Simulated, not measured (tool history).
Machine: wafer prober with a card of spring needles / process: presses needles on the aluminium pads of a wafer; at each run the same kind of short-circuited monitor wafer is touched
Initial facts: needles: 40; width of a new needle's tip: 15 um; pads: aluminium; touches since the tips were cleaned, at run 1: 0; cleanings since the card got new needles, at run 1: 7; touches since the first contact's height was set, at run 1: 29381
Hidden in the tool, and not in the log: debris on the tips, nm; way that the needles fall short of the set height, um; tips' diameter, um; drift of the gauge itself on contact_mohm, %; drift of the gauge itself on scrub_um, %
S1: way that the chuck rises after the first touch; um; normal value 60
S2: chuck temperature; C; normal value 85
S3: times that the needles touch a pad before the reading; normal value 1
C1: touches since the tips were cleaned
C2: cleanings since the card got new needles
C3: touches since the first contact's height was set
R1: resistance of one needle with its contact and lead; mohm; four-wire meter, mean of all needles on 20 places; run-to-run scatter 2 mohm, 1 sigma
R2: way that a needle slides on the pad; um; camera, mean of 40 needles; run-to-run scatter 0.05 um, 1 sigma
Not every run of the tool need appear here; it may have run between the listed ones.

{"run": 1, "hour": 0.0, "S1": 60, "S2": 85, "S3": 1, "C1": 0, "C2": 7, "C3": 29381, "R1": 208, "R2": 16.72}
{"hour": 11.3, "done": "tips cleaned on abrasive film"}
{"run": 2, "hour": 17.3, "S1": 60, "S2": 70, "S3": 1, "C1": 2086, "C2": 8, "C3": 35404, "R1": 211, "R2": 16.68}
{"hour": 23.2, "done": "tips cleaned on abrasive film"}
{"run": 3, "hour": 31.2, "S1": 60, "S2": 70, "S3": 1, "C1": 2812, "C2": 9, "C3": 40238, "R1": 207, "R2": 16.68}
{"hour": 35.1, "done": "tips cleaned on abrasive film"}
{"hour": 46.2, "done": "tips cleaned on abrasive film"}
{"run": 4, "hour": 50.5, "S1": 60, "S2": 70, "S3": 1, "C1": 1510, "C2": 11, "C3": 46944, "R1": 205, "R2": 16.7}
{"hour": 58.5, "done": "tips cleaned on abrasive film"}
{"run": 5, "hour": 63.2, "S1": 60, "S2": 70, "S3": 1, "C1": 1643, "C2": 12, "C3": 51352, "R1": 207, "R2": 16.75}
{"hour": 70.5, "done": "tips cleaned on abrasive film"}
{"run": 6, "hour": 74.1, "S1": 60, "S2": 70, "S3": 1, "C1": 1268, "C2": 13, "C3": 55155, "R1": 208, "R2": 16.83}
{"hour": 82.2, "done": "tips cleaned on abrasive film"}
{"run": 7, "hour": 84.7, "S1": 60, "S2": 85, "S3": 1, "C1": 856, "C2": 14, "C3": 58804, "R1": 211, "R2": 16.72}
{"hour": 93.7, "done": "tips cleaned on abrasive film"}
{"run": 8, "hour": 101.5, "S1": 60, "S2": 85, "S3": 1, "C1": 2751, "C2": 15, "C3": 64685, "R1": 211, "R2": 16.8}
{"hour": 105.0, "done": "tips cleaned on abrasive film"}
{"run": 9, "hour": 110.9, "S1": 60, "S2": 85, "S3": 1, "C1": 2082, "C2": 16, "C3": 67935, "R1": 212, "R2": 16.78}
{"hour": 115.8, "done": "tips cleaned on abrasive film"}
{"hour": 126.8, "done": "tips cleaned on abrasive film"}
{"run": 10, "hour": 127.3, "S1": 60, "S2": 85, "S3": 1, "C1": 201, "C2": 18, "C3": 73625, "R1": 213, "R2": 16.73}
{"hour": 138.2, "done": "tips cleaned on abrasive film"}
{"run": 11, "hour": 147.4, "S1": 60, "S2": 85, "S3": 1, "C1": 3233, "C2": 19, "C3": 80611, "R1": 212, "R2": 16.74}
{"hour": 149.2, "done": "tips cleaned on abrasive film"}
{"hour": 161.3, "done": "tips cleaned on abrasive film"}
{"run": 12, "hour": 163.4, "S1": 60, "S2": 85, "S3": 1, "C1": 764, "C2": 21, "C3": 86174, "R1": 209, "R2": 16.79}
{"hour": 173.9, "done": "tips cleaned on abrasive film"}
{"run": 13, "hour": 183.5, "S1": 60, "S2": 85, "S3": 1, "C1": 3381, "C2": 22, "C3": 93167, "R1": 210, "R2": 16.85}
{"hour": 185.4, "done": "tips cleaned on abrasive film"}
{"run": 14, "hour": 195.5, "S1": 60, "S2": 85, "S3": 1, "C1": 3521, "C2": 23, "C3": 97322, "R1": 210, "R2": 16.85}
{"hour": 197.0, "done": "tips cleaned on abrasive film"}
{"hour": 209.0, "done": "tips cleaned on abrasive film"}
{"run": 15, "hour": 210.3, "S1": 60, "S2": 35, "S3": 1, "C1": 424, "C2": 25, "C3": 102437, "R1": 200, "R2": 16.78}
{"run": 16, "hour": 219.5, "S1": 60, "S2": 38, "S3": 1, "C1": 3667, "C2": 25, "C3": 105680, "R1": 201, "R2": 16.8}
{"hour": 221.1, "done": "tips cleaned on abrasive film"}
{"hour": 232.9, "done": "tips cleaned on abrasive film"}
{"run": 17, "hour": 232.9, "S1": 76, "S2": 108, "S3": 1, "C1": 0, "C2": 27, "C3": 110317, "R1": 209, "R2": 21.34}
{"hour": 244.1, "done": "tips cleaned on abrasive film"}
{"run": 18, "hour": 252.5, "S1": 48, "S2": 86, "S3": 1, "C1": 2930, "C2": 28, "C3": 117125, "R1": 210, "R2": 13.42}
{"hour": 256.0, "done": "tips cleaned on abrasive film"}
{"hour": 267.2, "done": "tips cleaned on abrasive film"}
{"run": 19, "hour": 270.7, "S1": 60, "S2": 85, "S3": 3, "C1": 1214, "C2": 30, "C3": 123438, "R1": 208, "R2": 16.7}
{"hour": 278.1, "done": "tips cleaned on abrasive film"}
{"run": 20, "hour": 285.7, "S1": 70, "S2": 64, "S3": 1, "C1": 2656, "C2": 31, "C3": 128675, "R1": 209, "R2": 19.68}
{"hour": 290.3, "done": "tips cleaned on abrasive film"}
{"hour": 301.7, "done": "tips cleaned on abrasive film"}
{"run": 21, "hour": 302.2, "S1": 66, "S2": 70, "S3": 2, "C1": 155, "C2": 33, "C3": 134377, "R1": 203, "R2": 18.57}
{"hour": 313.7, "done": "tips cleaned on abrasive film"}
{"run": 22, "hour": 321.1, "S1": 65, "S2": 65, "S3": 1, "C1": 2596, "C2": 34, "C3": 140963, "R1": 207, "R2": 18.31}
{"hour": 324.7, "done": "tips cleaned on abrasive film"}
{"hour": 336.3, "done": "tips cleaned on abrasive film"}
{"run": 23, "hour": 338.8, "S1": 78, "S2": 65, "S3": 3, "C1": 861, "C2": 36, "C3": 147087, "R1": 203, "R2": 21.95}
{"hour": 347.3, "done": "tips cleaned on abrasive film"}
{"run": 24, "hour": 349.8, "S1": 78, "S2": 65, "S3": 3, "C1": 878, "C2": 37, "C3": 150930, "R1": 203, "R2": 22}
{"hour": 359.1, "done": "tips cleaned on abrasive film"}
{"hour": 370.3, "done": "tips cleaned on abrasive film"}
{"run": 25, "hour": 370.3, "S1": 49, "S2": 85, "S3": 2, "C1": 0, "C2": 39, "C3": 158052, "R1": 213, "R2": 13.8}
{"hour": 381.8, "done": "tips cleaned on abrasive film"}
{"run": 26, "hour": 391.0, "S1": 72, "S2": 32, "S3": 1, "C1": 3231, "C2": 40, "C3": 165259, "R1": 195, "R2": 20.3}
{"hour": 393.1, "done": "tips cleaned on abrasive film"}
{"run": 27, "hour": 401.1, "S1": 61, "S2": 105, "S3": 1, "C1": 2827, "C2": 41, "C3": 168770, "R1": 217, "R2": 17.24}
{"hour": 405.3, "done": "tips cleaned on abrasive film"}
{"run": 28, "hour": 415.6, "S1": 42, "S2": 80, "S3": 1, "C1": 3579, "C2": 42, "C3": 173792, "R1": 214, "R2": 11.88}
{"hour": 417.3, "done": "tips cleaned on abrasive film"}
{"hour": 428.8, "done": "tips cleaned on abrasive film"}
{"run": 29, "hour": 433.7, "S1": 56, "S2": 72, "S3": 3, "C1": 1730, "C2": 44, "C3": 180080, "R1": 211, "R2": 15.85}
{"hour": 439.6, "done": "tips cleaned on abrasive film"}
{"run": 30, "hour": 449.9, "S1": 60, "S2": 70, "S3": 2, "C1": 3585, "C2": 45, "C3": 185712, "R1": 209, "R2": 17.07}
{"hour": 451.0, "done": "tips cleaned on abrasive film"}
{"hour": 463.2, "done": "tips cleaned on abrasive film"}
{"hour": 468.1, "done": "gauge calibrated"}
{"run": 31, "hour": 469.4, "S1": 65, "S2": 85, "S3": 1, "C1": 2149, "C2": 47, "C3": 192480, "R1": 211, "R2": 18.1}

Hidden condition of the tool, last listed run before each entry between runs versus first listed run after:
Between runs 1 and 2: tips cleaned on abrasive film (hour 11.3)
  debris on the tips, nm: 0.2 -> 1; drift of the gauge itself on scrub_um, %: 0 -> 0.07
  measured less the result without the state, R2: +0 -> +0 um
Between runs 2 and 3: tips cleaned on abrasive film (hour 23.2)
  debris on the tips, nm: 1 -> 1.3; drift of the gauge itself on scrub_um, %: 0.07 -> 0.12
  measured less the result without the state, R2: +0 -> +0.01 um
Between runs 3 and 4: tips cleaned on abrasive film (hour 35.1); tips cleaned on abrasive film (hour 46.2)
  debris on the tips, nm: 1.3 -> 0.8; drift of the gauge itself on scrub_um, %: 0.12 -> 0.19
  measured less the result without the state, R2: +0.01 -> +0.03 um
Between runs 4 and 5: tips cleaned on abrasive film (hour 58.5)
  debris on the tips, nm: 0.8 -> 0.9; drift of the gauge itself on scrub_um, %: 0.19 -> 0.24
  measured less the result without the state, R2: +0.03 -> +0.04 um
Between runs 5 and 6: tips cleaned on abrasive film (hour 70.5)
  debris on the tips, nm: 0.9 -> 0.7; drift of the gauge itself on scrub_um, %: 0.24 -> 0.28
  measured less the result without the state, R2: +0.04 -> +0.04 um
Between runs 6 and 7: tips cleaned on abrasive film (hour 82.2)
  debris on the tips, nm: 0.7 -> 0.5; drift of the gauge itself on scrub_um, %: 0.28 -> 0.32
  measured less the result without the state, R2: +0.04 -> +0.05 um
Between runs 7 and 8: tips cleaned on abrasive film (hour 93.7)
  debris on the tips, nm: 0.5 -> 1.2; way that the needles fall short of the set height, um: 0.01 -> 0.02; tips' diameter, um: 15 -> 15.01; drift of the gauge itself on scrub_um, %: 0.32 -> 0.38
  measured less the result without the state, R2: +0.05 -> +0.06 um
Between runs 8 and 9: tips cleaned on abrasive film (hour 105)
  debris on the tips, nm: 1.2 -> 1.1; drift of the gauge itself on scrub_um, %: 0.38 -> 0.42
  measured less the result without the state, R2: +0.06 -> +0.06 um
Between runs 9 and 10: tips cleaned on abrasive film (hour 115.8); tips cleaned on abrasive film (hour 126.8)
  debris on the tips, nm: 1.1 -> 0.2; drift of the gauge itself on scrub_um, %: 0.42 -> 0.48
  measured less the result without the state, R2: +0.06 -> +0.08 um
Between runs 10 and 11: tips cleaned on abrasive film (hour 138.2)
  debris on the tips, nm: 0.2 -> 1.4; drift of the gauge itself on scrub_um, %: 0.48 -> 0.56
  measured less the result without the state, R2: +0.08 -> +0.08 um
Between runs 11 and 12: tips cleaned on abrasive film (hour 149.2); tips cleaned on abrasive film (hour 161.3)
  debris on the tips, nm: 1.4 -> 0.5; drift of the gauge itself on scrub_um, %: 0.56 -> 0.62
  measured less the result without the state, R2: +0.08 -> +0.1 um
Between runs 12 and 13: tips cleaned on abrasive film (hour 173.9)
  debris on the tips, nm: 0.5 -> 1.4; drift of the gauge itself on scrub_um, %: 0.62 -> 0.69
  measured less the result without the state, R2: +0.1 -> +0.11 um
Between runs 13 and 14: tips cleaned on abrasive film (hour 185.4)
  drift of the gauge itself on scrub_um, %: 0.69 -> 0.74
  measured less the result without the state, R2: +0.11 -> +0.12 um
Between runs 14 and 15: tips cleaned on abrasive film (hour 197); tips cleaned on abrasive film (hour 209)
  debris on the tips, nm: 1.4 -> 0.3; way that the needles fall short of the set height, um: 0.02 -> 0.03; drift of the gauge itself on scrub_um, %: 0.74 -> 0.79
  measured less the result without the state, R2: +0.12 -> +0.13 um
Between runs 16 and 17: tips cleaned on abrasive film (hour 221.1); tips cleaned on abrasive film (hour 232.9)
  debris on the tips, nm: 1.5 -> 0.2; drift of the gauge itself on scrub_um, %: 0.83 -> 0.88
  measured less the result without the state, R2: +0.13 -> +0.18 um
Between runs 17 and 18: tips cleaned on abrasive film (hour 244.1)
  debris on the tips, nm: 0.2 -> 1.3; drift of the gauge itself on scrub_um, %: 0.88 -> 0.95
  measured less the result without the state, R2: +0.18 -> +0.12 um
Between runs 18 and 19: tips cleaned on abrasive film (hour 256); tips cleaned on abrasive film (hour 267.2)
  debris on the tips, nm: 1.3 -> 0.7; drift of the gauge itself on scrub_um, %: 0.95 -> 1.02
  measured less the result without the state, R2: +0.12 -> +0.16 um
Between runs 19 and 20: tips cleaned on abrasive film (hour 278.1)
  debris on the tips, nm: 0.7 -> 1.2; drift of the gauge itself on scrub_um, %: 1.02 -> 1.08
  measured less the result without the state, R2: +0.16 -> +0.2 um
Between runs 20 and 21: tips cleaned on abrasive film (hour 290.3); tips cleaned on abrasive film (hour 301.7)
  debris on the tips, nm: 1.2 -> 0.2; drift of the gauge itself on scrub_um, %: 1.08 -> 1.14
  measured less the result without the state, R2: +0.2 -> +0.2 um
Between runs 21 and 22: tips cleaned on abrasive film (hour 313.7)
  debris on the tips, nm: 0.2 -> 1.2; way that the needles fall short of the set height, um: 0.03 -> 0.04; drift of the gauge itself on scrub_um, %: 1.14 -> 1.21
  measured less the result without the state, R2: +0.2 -> +0.21 um
Between runs 22 and 23: tips cleaned on abrasive film (hour 324.7); tips cleaned on abrasive film (hour 336.3)
  debris on the tips, nm: 1.2 -> 0.6; drift of the gauge itself on scrub_um, %: 1.21 -> 1.28
  measured less the result without the state, R2: +0.21 -> +0.26 um
Between runs 23 and 24: tips cleaned on abrasive film (hour 347.3)
  drift of the gauge itself on scrub_um, %: 1.28 -> 1.32
  measured less the result without the state, R2: +0.26 -> +0.27 um
Between runs 24 and 25: tips cleaned on abrasive film (hour 359.1); tips cleaned on abrasive film (hour 370.3)
  debris on the tips, nm: 0.6 -> 0.1; drift of the gauge itself on scrub_um, %: 1.32 -> 1.4
  measured less the result without the state, R2: +0.27 -> +0.18 um
Between runs 25 and 26: tips cleaned on abrasive film (hour 381.8)
  debris on the tips, nm: 0.1 -> 1.4; drift of the gauge itself on scrub_um, %: 1.4 -> 1.48
  measured less the result without the state, R2: +0.18 -> +0.29 um
Between runs 26 and 27: tips cleaned on abrasive film (hour 393.1)
  debris on the tips, nm: 1.4 -> 1.3; tips' diameter, um: 15.01 -> 15.02; drift of the gauge itself on scrub_um, %: 1.48 -> 1.51
  measured less the result without the state, R2: +0.29 -> +0.25 um
Between runs 27 and 28: tips cleaned on abrasive film (hour 405.3)
  debris on the tips, nm: 1.3 -> 1.4; drift of the gauge itself on scrub_um, %: 1.51 -> 1.57
  measured less the result without the state, R2: +0.25 -> +0.17 um
Between runs 28 and 29: tips cleaned on abrasive film (hour 417.3); tips cleaned on abrasive film (hour 428.8)
  debris on the tips, nm: 1.4 -> 0.9; way that the needles fall short of the set height, um: 0.04 -> 0.05; drift of the gauge itself on scrub_um, %: 1.57 -> 1.64
  measured less the result without the state, R2: +0.17 -> +0.24 um
Between runs 29 and 30: tips cleaned on abrasive film (hour 439.6)
  debris on the tips, nm: 0.9 -> 1.5; drift of the gauge itself on scrub_um, %: 1.64 -> 1.7
  measured less the result without the state, R2: +0.24 -> +0.27 um
Between runs 30 and 31: tips cleaned on abrasive film (hour 451); tips cleaned on abrasive film (hour 463.2); gauge calibrated (hour 468.1)
  debris on the tips, nm: 1.5 -> 1; drift of the gauge itself on scrub_um, %: 1.7 -> 0
  measured less the result without the state, R2: +0.27 -> -0.01 um
